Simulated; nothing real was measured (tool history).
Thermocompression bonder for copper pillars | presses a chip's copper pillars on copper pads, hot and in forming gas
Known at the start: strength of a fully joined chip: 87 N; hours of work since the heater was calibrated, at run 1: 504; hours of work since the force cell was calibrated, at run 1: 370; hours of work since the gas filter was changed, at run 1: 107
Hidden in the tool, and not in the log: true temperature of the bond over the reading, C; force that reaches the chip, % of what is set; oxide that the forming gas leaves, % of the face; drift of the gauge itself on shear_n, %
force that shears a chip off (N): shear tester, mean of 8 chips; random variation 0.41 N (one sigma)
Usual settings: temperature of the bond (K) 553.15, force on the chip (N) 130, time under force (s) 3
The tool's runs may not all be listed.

| run | hour | temperature of the bond (K) | force on the chip (N) | time under force (s) | hours of work since the heater was calibrated | hours of work since the force cell was calibrated | hours of work since the gas filter was changed | force that shears a chip off (N) |
|---|---|---|---|---|---|---|---|---|
| 1 | 0.0 | 553.15 | 130 | 3 | 504 | 370 | 107 | 57.0 |
|  | 17.2 | forming gas filter changed |
| 2 | 23.2 | 553.15 | 192 | 3 | 519 | 385 | 4 | 74.6 |
| 3 | 43.7 | 553.15 | 192 | 3 | 533 | 399 | 18 | 73.4 |
| 4 | 61.9 | 553.15 | 192 | 3 | 545 | 411 | 30 | 73.5 |
| 5 | 76.3 | 553.15 | 192 | 3 | 554 | 420 | 39 | 73.6 |
| 6 | 98.0 | 577.15 | 130 | 3 | 569 | 435 | 54 | 69.5 |
| 7 | 118.6 | 553.15 | 85 | 3 | 583 | 448 | 67 | 43.7 |
| 8 | 142.6 | 553.15 | 103 | 3 | 598 | 464 | 83 | 50.3 |
| 9 | 162.2 | 541.15 | 130 | 3 | 611 | 477 | 96 | 52.3 |
| 10 | 183.8 | 541.15 | 130 | 3 | 626 | 492 | 111 | 51.4 |
|  | 193.1 | forming gas filter changed |
| 11 | 199.5 | 541.15 | 130 | 3 | 636 | 502 | 4 | 57.0 |
| 12 | 226.7 | 541.15 | 130 | 3 | 654 | 520 | 22 | 55.4 |
| 13 | 255.5 | 541.15 | 130 | 2 | 673 | 539 | 42 | 49.6 |
| 14 | 282.6 | 541.15 | 130 | 2 | 691 | 557 | 60 | 47.9 |
| 15 | 308.5 | 541.15 | 130 | 2 | 708 | 574 | 77 | 47.6 |
| 16 | 325.6 | 544.15 | 130 | 3 | 720 | 586 | 88 | 55.1 |
| 17 | 342.6 | 553.15 | 150 | 3 | 731 | 597 | 99 | 63.4 |
| 18 | 361.6 | 553.15 | 150 | 3 | 744 | 610 | 112 | 62.5 |
|  | 370.2 | forming gas filter changed |
| 19 | 383.1 | 553.15 | 150 | 3 | 758 | 624 | 9 | 68.5 |
| 20 | 403.7 | 553.15 | 130 | 2 | 771 | 637 | 22 | 57.0 |
| 21 | 429.2 | 553.15 | 130 | 5 | 788 | 654 | 39 | 69.0 |
| 22 | 450.8 | 553.15 | 130 | 5 | 803 | 669 | 54 | 67.7 |
| 23 | 469.9 | 538.15 | 91 | 3 | 816 | 681 | 66 | 40.8 |
| 24 | 486.1 | 538.15 | 88 | 5 | 826 | 692 | 77 | 46.1 |
| 25 | 500.4 | 554.15 | 94 | 2 | 836 | 702 | 87 | 43.0 |
| 26 | 527.9 | 561.15 | 162 | 4 | 854 | 720 | 105 | 70.9 |
| 27 | 542.3 | 553.15 | 157 | 3 | 864 | 729 | 114 | 63.2 |
|  | 547.1 | forming gas filter changed |
| 28 | 559.7 | 553.15 | 157 | 3 | 875 | 741 | 8 | 71.2 |
| 29 | 586.5 | 529.15 | 157 | 3 | 893 | 759 | 26 | 58.5 |
| 30 | 616.5 | 529.15 | 157 | 3 | 913 | 778 | 46 | 57.6 |
| 31 | 635.7 | 553.15 | 175 | 5 | 925 | 791 | 59 | 75.9 |
| 32 | 660.6 | 553.15 | 175 | 5 | 942 | 808 | 75 | 75.2 |
| 33 | 682.1 | 553.15 | 175 | 5 | 956 | 822 | 90 | 74.1 |

Some steps in force that shears a chip off (N) between neighbouring runs. How much of each would the tool show without its hidden state too (settings, what came in, random variation), and how much is left for the hidden state, with any gauge scatter that isn't in both results?
Run 6 -> 7: temperature of the bond (K) 577.15 -> 553.15, force on the chip (N) 130 -> 85. force that shears a chip off (N) -25.8: hidden state +1.6, all else -27.4.
Run 10 -> 11: forming gas filter changed. force that shears a chip off (N) +5.6: hidden state +5.7, all else -0.1.
Run 18 -> 19: forming gas filter changed. force that shears a chip off (N) +6.0: hidden state +6.4, all else -0.4.
Run 22 -> 23: temperature of the bond (K) 553.15 -> 538.15, force on the chip (N) 130 -> 91, time under force (s) 5 -> 3. force that shears a chip off (N) -26.9: hidden state +1.5, all else -28.4.
Run 25 -> 26: temperature of the bond (K) 554.15 -> 561.15, force on the chip (N) 94 -> 162, time under force (s) 2 -> 4. force that shears a chip off (N) +27.9: hidden state -5.5, all else +33.4.
Run 27 -> 28: forming gas filter changed. force that shears a chip off (N) +8.0: hidden state +7.3, all else +0.7.
